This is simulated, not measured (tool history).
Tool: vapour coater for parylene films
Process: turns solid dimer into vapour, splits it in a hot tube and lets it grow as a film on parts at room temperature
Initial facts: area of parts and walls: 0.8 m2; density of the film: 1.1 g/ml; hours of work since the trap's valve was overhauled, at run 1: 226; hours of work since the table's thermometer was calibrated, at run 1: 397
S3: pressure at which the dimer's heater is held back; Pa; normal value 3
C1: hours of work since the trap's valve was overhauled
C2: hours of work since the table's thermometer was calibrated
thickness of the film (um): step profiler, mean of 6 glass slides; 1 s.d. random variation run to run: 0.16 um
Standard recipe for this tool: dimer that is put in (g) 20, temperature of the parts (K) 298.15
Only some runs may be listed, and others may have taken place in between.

run 1 hour=0 | dimer_that_is_put_in_(g)=20 temperature_of_the_parts_(K)=298.15 S3=3 | C1=226 C2=397 | thickness_of_the_film_(um)=17.88
run 2 hour=13.2 | dimer_that_is_put_in_(g)=20 temperature_of_the_parts_(K)=298.15 S3=9.44 | C1=232 C2=403 | thickness_of_the_film_(um)=13.57
run 3 hour=26 | dimer_that_is_put_in_(g)=20 temperature_of_the_parts_(K)=298.15 S3=9.44 | C1=238 C2=408 | thickness_of_the_film_(um)=13.49
run 4 hour=37.1 | dimer_that_is_put_in_(g)=20 temperature_of_the_parts_(K)=298.15 S3=9.44 | C1=242 C2=413 | thickness_of_the_film_(um)=13.66
run 5 hour=47.6 | dimer_that_is_put_in_(g)=20 temperature_of_the_parts_(K)=298.15 S3=9.44 | C1=247 C2=418 | thickness_of_the_film_(um)=13.56
run 6 hour=60.7 | dimer_that_is_put_in_(g)=20 temperature_of_the_parts_(K)=298.15 S3=9.44 | C1=253 C2=424 | thickness_of_the_film_(um)=13.57
run 7 hour=82.2 | dimer_that_is_put_in_(g)=20 temperature_of_the_parts_(K)=304.15 S3=3 | C1=263 C2=433 | thickness_of_the_film_(um)=15.35
run 8 hour=105.2 | dimer_that_is_put_in_(g)=20 temperature_of_the_parts_(K)=304.15 S3=3 | C1=273 C2=443 | thickness_of_the_film_(um)=15.44
run 9 hour=125.1 | dimer_that_is_put_in_(g)=20 temperature_of_the_parts_(K)=303.15 S3=3 | C1=282 C2=452 | thickness_of_the_film_(um)=15.47
run 10 hour=139.9 | dimer_that_is_put_in_(g)=20 temperature_of_the_parts_(K)=303.15 S3=3 | C1=288 C2=459 | thickness_of_the_film_(um)=15.7
run 11 hour=155.3 | dimer_that_is_put_in_(g)=20 temperature_of_the_parts_(K)=303.15 S3=3 | C1=295 C2=466 | thickness_of_the_film_(um)=15.39
run 12 hour=174.1 | dimer_that_is_put_in_(g)=20 temperature_of_the_parts_(K)=303.15 S3=3 | C1=303 C2=474 | thickness_of_the_film_(um)=15.44
run 13 hour=187.7 | dimer_that_is_put_in_(g)=20 temperature_of_the_parts_(K)=303.15 S3=3 | C1=309 C2=480 | thickness_of_the_film_(um)=15.84
run 14 hour=201.7 | dimer_that_is_put_in_(g)=20 temperature_of_the_parts_(K)=303.15 S3=3 | C1=316 C2=486 | thickness_of_the_film_(um)=15.48
run 15 hour=211.3 | dimer_that_is_put_in_(g)=11 temperature_of_the_parts_(K)=294.15 S3=3.55 | C1=320 C2=491 | thickness_of_the_film_(um)=9.98
run 16 hour=232.3 | dimer_that_is_put_in_(g)=34 temperature_of_the_parts_(K)=297.15 S3=3.55 | C1=329 C2=500 | thickness_of_the_film_(um)=28.35
-- hour=237.6 trap's valve overhauled
run 17 hour=251.3 | dimer_that_is_put_in_(g)=34 temperature_of_the_parts_(K)=297.15 S3=3.55 | C1=6 C2=507 | thickness_of_the_film_(um)=32.5
run 18 hour=267.8 | dimer_that_is_put_in_(g)=9 temperature_of_the_parts_(K)=297.15 S3=4.64 | C1=13 C2=514 | thickness_of_the_film_(um)=8.09
run 19 hour=289.2 | dimer_that_is_put_in_(g)=20 temperature_of_the_parts_(K)=307.15 S3=8.46 | C1=23 C2=523 | thickness_of_the_film_(um)=12.59
run 20 hour=309.2 | dimer_that_is_put_in_(g)=10 temperature_of_the_parts_(K)=299.15 S3=3 | C1=32 C2=532 | thickness_of_the_film_(um)=9.46
run 21 hour=323.3 | dimer_that_is_put_in_(g)=20 temperature_of_the_parts_(K)=298.15 S3=5.77 | C1=38 C2=539 | thickness_of_the_film_(um)=16.5
run 22 hour=335.6 | dimer_that_is_put_in_(g)=26 temperature_of_the_parts_(K)=299.15 S3=3.87 | C1=44 C2=544 | thickness_of_the_film_(um)=22.68
run 23 hour=354.1 | dimer_that_is_put_in_(g)=10 temperature_of_the_parts_(K)=299.15 S3=11.35 | C1=52 C2=552 | thickness_of_the_film_(um)=6.93
run 24 hour=376.3 | dimer_that_is_put_in_(g)=20 temperature_of_the_parts_(K)=300.15 S3=2.5 | C1=62 C2=562 | thickness_of_the_film_(um)=18.93
run 25 hour=389.1 | dimer_that_is_put_in_(g)=22 temperature_of_the_parts_(K)=297.15 S3=2.7 | C1=67 C2=568 | thickness_of_the_film_(um)=21.63
run 26 hour=399.9 | dimer_that_is_put_in_(g)=22 temperature_of_the_parts_(K)=297.15 S3=2.7 | C1=72 C2=573 | thickness_of_the_film_(um)=21.76
run 27 hour=414.8 | dimer_that_is_put_in_(g)=15 temperature_of_the_parts_(K)=309.15 S3=6.4 | C1=79 C2=579 | thickness_of_the_film_(um)=9.57
run 28 hour=430.1 | dimer_that_is_put_in_(g)=15 temperature_of_the_parts_(K)=296.15 S3=9.62 | C1=86 C2=586 | thickness_of_the_film_(um)=11.52

5 options for the next run, each taken on its own from the tool as it stands now. Forecast them:
run A hour=451.5 | dimer_that_is_put_in_(g)=20 temperature_of_the_parts_(K)=296.15 S3=2.21 | C1=95 C2=596 | thickness_of_the_film_(um)=?
run B hour=451.5 | dimer_that_is_put_in_(g)=29 temperature_of_the_parts_(K)=296.15 S3=8.44 | C1=95 C2=596 | thickness_of_the_film_(um)=?
run C hour=451.5 | dimer_that_is_put_in_(g)=15 temperature_of_the_parts_(K)=305.15 S3=6.9 | C1=95 C2=596 | thickness_of_the_film_(um)=?
run D hour=451.5 | dimer_that_is_put_in_(g)=20 temperature_of_the_parts_(K)=298.15 S3=2.69 | C1=95 C2=596 | thickness_of_the_film_(um)=?
run E hour=451.5 | dimer_that_is_put_in_(g)=15 temperature_of_the_parts_(K)=294.15 S3=9.62 | C1=95 C2=596 | thickness_of_the_film_(um)=?

run=A thickness_of_the_film_(um)=21.05
run=B thickness_of_the_film_(um)=22.54
run=C thickness_of_the_film_(um)=10.14
run=D thickness_of_the_film_(um)=19.41
run=E thickness_of_the_film_(um)=11.84
Stripped of hidden state, with their random variation kept, the same runs would have yielded:
run=A thickness_of_the_film_(um)=21.63
run=B thickness_of_the_film_(um)=23.16
run=C thickness_of_the_film_(um)=10.42
run=D thickness_of_the_film_(um)=19.94
run=E thickness_of_the_film_(um)=12.16

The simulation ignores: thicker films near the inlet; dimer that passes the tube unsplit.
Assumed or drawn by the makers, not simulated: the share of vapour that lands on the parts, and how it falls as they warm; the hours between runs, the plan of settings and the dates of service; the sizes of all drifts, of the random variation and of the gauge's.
